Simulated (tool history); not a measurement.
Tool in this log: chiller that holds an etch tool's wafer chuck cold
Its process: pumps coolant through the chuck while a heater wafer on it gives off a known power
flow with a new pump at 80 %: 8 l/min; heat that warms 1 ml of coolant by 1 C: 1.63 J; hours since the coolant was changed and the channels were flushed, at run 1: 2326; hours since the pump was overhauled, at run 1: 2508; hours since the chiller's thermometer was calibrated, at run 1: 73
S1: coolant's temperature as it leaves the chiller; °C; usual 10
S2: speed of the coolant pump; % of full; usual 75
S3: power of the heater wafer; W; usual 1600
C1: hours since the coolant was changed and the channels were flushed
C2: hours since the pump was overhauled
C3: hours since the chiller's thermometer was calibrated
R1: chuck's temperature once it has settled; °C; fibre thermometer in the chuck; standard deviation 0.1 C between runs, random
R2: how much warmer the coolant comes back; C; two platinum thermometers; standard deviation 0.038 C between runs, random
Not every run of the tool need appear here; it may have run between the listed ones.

run 1 hour=0 | S1=10 S2=75 S3=1600 | C1=2326 C2=2508 C3=73 | R1=27.6 R2=8.23
run 2 hour=55.6 | S1=10 S2=75 S3=1600 | C1=2381 C2=2563 C3=129 | R1=27.8 R2=8.32
run 3 hour=93.4 | S1=10 S2=75 S3=1600 | C1=2419 C2=2601 C3=167 | R1=27.8 R2=8.2
run 4 hour=144.1 | S1=10 S2=83 S3=1600 | C1=2470 C2=2652 C3=218 | R1=26.5 R2=7.43
run 5 hour=209.8 | S1=10 S2=83 S3=1600 | C1=2535 C2=2717 C3=283 | R1=26.7 R2=7.41
run 6 hour=274.6 | S1=10 S2=75 S3=1600 | C1=2600 C2=2782 C3=348 | R1=28 R2=8.21
run 7 hour=313.7 | S1=10 S2=75 S3=1964 | C1=2639 C2=2821 C3=387 | R1=32.2 R2=10.11
run 8 hour=349.7 | S1=10 S2=75 S3=1964 | C1=2675 C2=2857 C3=423 | R1=32.3 R2=10.13
run 9 hour=383.4 | S1=10 S2=75 S3=1600 | C1=2709 C2=2891 C3=457 | R1=28.2 R2=8.3
run 10 hour=420.7 | S1=10 S2=75 S3=2025 | C1=2746 C2=2928 C3=494 | R1=32.9 R2=10.47
run 11 hour=480.4 | S1=10 S2=92 S3=1600 | C1=2806 C2=2988 C3=554 | R1=25.9 R2=6.8
run 12 hour=521.5 | S1=10 S2=75 S3=1021 | C1=2847 C2=3029 C3=595 | R1=21.6 R2=5.24
run 13 hour=578.6 | S1=10 S2=75 S3=1021 | C1=2904 C2=3086 C3=652 | R1=21.8 R2=5.32
run 14 hour=621.9 | S1=10 S2=75 S3=1021 | C1=2948 C2=3130 C3=695 | R1=21.9 R2=5.32
run 15 hour=662.9 | S1=10 S2=75 S3=1021 | C1=2989 C2=3171 C3=736 | R1=21.8 R2=5.33
run 16 hour=692 | S1=10 S2=75 S3=1021 | C1=3018 C2=3200 C3=766 | R1=21.7 R2=5.35
run 17 hour=733.7 | S1=10 S2=75 S3=2118 | C1=3059 C2=3241 C3=807 | R1=34.4 R2=11.08
run 18 hour=775.5 | S1=2 S2=76 S3=1233 | C1=3101 C2=3283 C3=849 | R1=16.3 R2=6.37
run 19 hour=812.6 | S1=2 S2=96 S3=1605 | C1=3138 C2=3320 C3=886 | R1=17.8 R2=6.57
run 20 hour=872.3 | S1=9 S2=89 S3=1605 | C1=3198 C2=3380 C3=946 | R1=25.6 R2=7.09
run 21 hour=931.4 | S1=10 S2=78 S3=1600 | C1=3257 C2=3439 C3=1005 | R1=28.2 R2=7.97
run 22 hour=967.8 | S1=10 S2=78 S3=1600 | C1=3293 C2=3475 C3=1041 | R1=28.1 R2=7.98
run 23 hour=1033.3 | S1=15 S2=71 S3=1583 | C1=3359 C2=3541 C3=1107 | R1=34.4 R2=8.77
run 24 hour=1091.6 | S1=19 S2=75 S3=1600 | C1=3417 C2=3599 C3=1165 | R1=38 R2=8.45
run 25 hour=1121.9 | S1=19 S2=89 S3=2197 | C1=3447 C2=3630 C3=1195 | R1=41.9 R2=9.71
run 26 hour=1175.7 | S1=19 S2=89 S3=2197 | C1=3501 C2=3683 C3=1249 | R1=42 R2=9.72
run 27 hour=1202.9 | S1=19 S2=89 S3=2197 | C1=3528 C2=3711 C3=1276 | R1=42 R2=9.75
run 28 hour=1266 | S1=2 S2=69 S3=1246 | C1=3592 C2=3774 C3=1339 | R1=17.7 R2=7.16
run 29 hour=1303.6 | S1=10 S2=75 S3=1123 | C1=3629 C2=3811 C3=1377 | R1=23.4 R2=5.95
run 30 hour=1335.2 | S1=10 S2=75 S3=909 | C1=3661 C2=3843 C3=1409 | R1=20.9 R2=4.85
run 31 hour=1385.9 | S1=11 S2=97 S3=1393 | C1=3711 C2=3894 C3=1459 | R1=25 R2=5.76
run 32 hour=1445.3 | S1=11 S2=97 S3=1048 | C1=3771 C2=3953 C3=1519 | R1=21.6 R2=4.35

Alternative continuations, all from the tool just after run 32; predict every row:
run A hour=1492.3 | S1=5 S2=97 S3=1026 | C1=3818 C2=4000 C3=1566 | R1=? R2=?
run B hour=1492.3 | S1=4 S2=75 S3=1600 | C1=3818 C2=4000 C3=1566 | R1=? R2=?
run C hour=1492.3 | S1=12 S2=69 S3=1980 | C1=3818 C2=4000 C3=1566 | R1=? R2=?

run=A R1=15.3 R2=4.19
run=B R1=23.3 R2=8.47
run=C R1=37.1 R2=11.35
Without the tool's hidden state the same runs would have given:
run=A R1=13.4 R2=3.87
run=B R1=19.9 R2=7.82
run=C R1=32.8 R2=10.47

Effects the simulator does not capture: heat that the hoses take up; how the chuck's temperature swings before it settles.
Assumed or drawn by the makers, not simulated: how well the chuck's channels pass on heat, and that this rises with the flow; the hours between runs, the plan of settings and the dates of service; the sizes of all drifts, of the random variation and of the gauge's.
